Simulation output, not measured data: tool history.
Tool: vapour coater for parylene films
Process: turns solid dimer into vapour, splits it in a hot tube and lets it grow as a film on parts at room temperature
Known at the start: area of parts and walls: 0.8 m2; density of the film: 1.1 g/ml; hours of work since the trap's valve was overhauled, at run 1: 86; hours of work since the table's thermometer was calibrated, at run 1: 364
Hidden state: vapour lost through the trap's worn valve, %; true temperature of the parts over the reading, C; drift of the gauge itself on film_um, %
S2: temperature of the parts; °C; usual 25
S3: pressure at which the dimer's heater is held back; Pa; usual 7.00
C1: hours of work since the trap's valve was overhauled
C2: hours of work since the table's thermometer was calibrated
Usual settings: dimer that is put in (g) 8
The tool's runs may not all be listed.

Run 1, hour 0.0: usual settings; C1 86; C2 364. Result: thickness of the film (µm) 5.43.
Run 2, hour 22.7: usual settings; C1 96; C2 375. Result: thickness of the film (µm) 5.40.
Run 3, hour 43.8: usual settings; C1 106; C2 385. Result: thickness of the film (µm) 5.43.
Run 4, hour 61.3: usual settings; C1 114; C2 393. Result: thickness of the film (µm) 5.24.
Run 5, hour 84.2: usual settings; C1 125; C2 404. Result: thickness of the film (µm) 5.41.
Run 6, hour 103.4: usual settings; C1 134; C2 413. Result: thickness of the film (µm) 5.47.
Run 7, hour 117.2: usual settings; C1 140; C2 419. Result: thickness of the film (µm) 5.31.
Run 8, hour 128.7: usual settings; C1 145; C2 424. Result: thickness of the film (µm) 5.37.
Run 9, hour 147.0: usual settings but S3 4.74 Pa; C1 154; C2 433. Result: thickness of the film (µm) 5.58.
Run 10, hour 160.9: usual settings but S3 4.74 Pa; C1 160; C2 439. Result: thickness of the film (µm) 5.60.
Run 11, hour 176.4: usual settings but S3 4.74 Pa; C1 168; C2 446. Result: thickness of the film (µm) 5.58.
Run 12, hour 190.6: usual settings but S3 4.74 Pa; C1 174; C2 453. Result: thickness of the film (µm) 5.55.
Run 13, hour 214.2: usual settings; C1 185; C2 464. Result: thickness of the film (µm) 5.31.
Run 14, hour 236.5: usual settings; C1 195; C2 474. Result: thickness of the film (µm) 5.27.
Run 15, hour 260.9: usual settings but S2 21 °C; C1 207; C2 486. Result: thickness of the film (µm) 5.62.
Run 16, hour 280.6: usual settings but dimer that is put in (g) 4; C1 216; C2 495. Result: thickness of the film (µm) 2.64.
Run 17, hour 306.2: usual settings but dimer that is put in (g) 4; C1 228; C2 507. Result: thickness of the film (µm) 2.60.
Run 18, hour 332.4: usual settings but dimer that is put in (g) 4; C1 240; C2 519. Result: thickness of the film (µm) 2.59.
Run 19, hour 354.9: usual settings; C1 251; C2 529. Result: thickness of the film (µm) 5.23.
Run 20, hour 373.4: usual settings; C1 259; C2 538. Result: thickness of the film (µm) 5.24.
Run 21, hour 399.4: usual settings but S3 6.76 Pa; C1 271; C2 550. Result: thickness of the film (µm) 5.27.
Run 22, hour 414.5: usual settings but S2 22 °C; C1 278; C2 557. Result: thickness of the film (µm) 5.42.
Run 23, hour 433.1: usual settings but S2 22 °C; C1 287; C2 566. Result: thickness of the film (µm) 5.46.
Run 24, hour 446.5: usual settings but S2 22 °C; C1 293; C2 572. Result: thickness of the film (µm) 5.40.
Run 25, hour 467.8: usual settings but S2 36 °C, S3 9.65 Pa; C1 303; C2 582. Result: thickness of the film (µm) 4.27.
Run 26, hour 481.2: usual settings but S2 36 °C, S3 9.65 Pa; C1 309; C2 588. Result: thickness of the film (µm) 4.20.
Run 27, hour 497.4: usual settings but dimer that is put in (g) 5, S2 31 °C, S3 11.46 Pa; C1 317; C2 596. Result: thickness of the film (µm) 2.80.
Run 28, hour 510.1: usual settings but dimer that is put in (g) 5, S2 33 °C, S3 11.43 Pa; C1 323; C2 602. Result: thickness of the film (µm) 2.67.
At hour 524.3: trap's valve overhauled.
Run 29, hour 527.5: usual settings but dimer that is put in (g) 5, S2 35 °C; C1 2; C2 608. Result: thickness of the film (µm) 2.93.
Run 30, hour 540.7: usual settings but dimer that is put in (g) 5, S2 35 °C; C1 8; C2 614. Result: thickness of the film (µm) 2.97.
Run 31, hour 553.0: usual settings but S3 7.67 Pa; C1 13; C2 620. Result: thickness of the film (µm) 5.53.
Run 32, hour 579.5: usual settings but S3 7.67 Pa; C1 26; C2 632. Result: thickness of the film (µm) 5.49.
Run 33, hour 604.5: usual settings but S2 29 °C, S3 10.46 Pa; C1 37; C2 644. Result: thickness of the film (µm) 4.91.
Run 34, hour 623.5: usual settings but dimer that is put in (g) 9, S2 29 °C, S3 10.46 Pa; C1 46; C2 653. Result: thickness of the film (µm) 5.51.
Run 35, hour 641.5: usual settings but dimer that is put in (g) 9, S2 29 °C, S3 10.46 Pa; C1 55; C2 661. Result: thickness of the film (µm) 5.54.
Run 36, hour 667.7: usual settings but S2 22 °C, S3 2.26 Pa; C1 67; C2 673. Result: thickness of the film (µm) 6.61.
Run 37, hour 681.2: usual settings but S2 21 °C, S3 3.71 Pa; C1 73; C2 679. Result: thickness of the film (µm) 6.30.
Run 38, hour 704.4: usual settings but dimer that is put in (g) 3, S2 18 °C; C1 84; C2 690. Result: thickness of the film (µm) 2.32.
Run 39, hour 718.6: usual settings but dimer that is put in (g) 3, S2 18 °C; C1 90; C2 697. Result: thickness of the film (µm) 2.24.
Run 40, hour 738.8: usual settings but dimer that is put in (g) 4, S3 2.06 Pa; C1 100; C2 706. Result: thickness of the film (µm) 3.20.
Run 41, hour 762.3: usual settings but dimer that is put in (g) 4, S3 2.06 Pa; C1 111; C2 717. Result: thickness of the film (µm) 3.06.
Run 42, hour 788.3: usual settings but dimer that is put in (g) 4, S3 2.06 Pa; C1 123; C2 729. Result: thickness of the film (µm) 3.15.
Run 43, hour 801.7: usual settings but dimer that is put in (g) 4, S3 2.06 Pa; C1 129; C2 735. Result: thickness of the film (µm) 3.13.
Run 44, hour 825.1: usual settings but dimer that is put in (g) 4, S3 2.06 Pa; C1 140; C2 746. Result: thickness of the film (µm) 3.10.
Run 45, hour 845.8: usual settings but dimer that is put in (g) 4, S2 33 °C, S3 8.59 Pa; C1 150; C2 756. Result: thickness of the film (µm) 2.34.
Run 46, hour 868.8: usual settings but dimer that is put in (g) 6, S3 6.67 Pa; C1 160; C2 767. Result: thickness of the film (µm) 4.01.
Run 47, hour 881.1: usual settings but S2 33 °C; C1 166; C2 772. Result: thickness of the film (µm) 4.81.

Forecast each of these 3 alternatives for the next run:
Run A, hour 892.7: usual settings but dimer that is put in (g) 4, S2 28 °C, S3 7.04 Pa; C1 171; C2 778. Result: thickness of the film (µm) ?.
Run B, hour 892.7: usual settings but dimer that is put in (g) 3, S2 29 °C, S3 9.98 Pa; C1 171; C2 778. Result: thickness of the film (µm) ?.
Run C, hour 892.7: usual settings but dimer that is put in (g) 6, S2 27 °C, S3 10.91 Pa; C1 171; C2 778. Result: thickness of the film (µm) ?.

run  thickness of the film (µm)
  A                        2.56
  B                        1.86
  C                        3.58
Without the tool's hidden state the same runs would have given:
run  thickness of the film (µm)
  A                        2.65
  B                        1.93
  C                        3.71
